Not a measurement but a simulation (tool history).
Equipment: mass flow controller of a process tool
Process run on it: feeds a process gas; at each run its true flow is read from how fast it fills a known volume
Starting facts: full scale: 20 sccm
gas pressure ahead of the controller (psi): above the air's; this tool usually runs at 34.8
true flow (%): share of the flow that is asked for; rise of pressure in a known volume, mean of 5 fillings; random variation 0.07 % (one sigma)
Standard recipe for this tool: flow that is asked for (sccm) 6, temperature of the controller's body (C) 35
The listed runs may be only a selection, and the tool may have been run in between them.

run,hour,flow that is asked for (sccm),gas pressure ahead of the controller (psi),temperature of the controller's body (C),true flow (%)
1,0.0,6,34.8,35,96.37
2,414.2,6,34.8,35,96.46
3,723.9,6,34.8,35,96.18
4,1105.3,6,34.8,35,96.17
# hour 1398.7: controller exchanged for a calibrated one
5,1469.5,6,34.8,34,97.62
6,1831.5,6,34.8,20,98.68
7,2101.1,6,34.8,20,98.63
8,2536.4,6,34.8,20,98.68
9,2806.1,6,34.8,20,98.52
10,3233.8,6,34.8,20,98.54
# hour 3253.4: controller's zero set anew
11,3667.6,6,34.8,35,97.21
12,3880.5,6,22.0,39,96.55
# hour 3957.1: controller's zero set anew, once more
13,4110.0,6,34.8,31,96.97
14,4376.1,6,34.8,30,96.95
15,4634.7,14,34.8,25,98.25
16,4911.8,14,34.8,25,98.23
17,5100.9,5,26.5,27,96.97
18,5320.7,4,33.8,35,96.36
19,5628.0,6,24.7,35,96.23
20,5842.9,6,21.0,35,96.19
21,6201.7,6,21.0,35,96.10

3 options for the next run, each taken on its own from the tool as it stands now. Forecast them:
A,6423.3,6,20.9,35,?
B,6423.3,12,34.8,38,?
C,6423.3,6,32.3,37,?

run,true flow (%)
A,95.95
B,96.24
C,95.83
Without the tool's hidden state the same runs would have given:
run,true flow (%)
A,97.27
B,97.83
C,97.16

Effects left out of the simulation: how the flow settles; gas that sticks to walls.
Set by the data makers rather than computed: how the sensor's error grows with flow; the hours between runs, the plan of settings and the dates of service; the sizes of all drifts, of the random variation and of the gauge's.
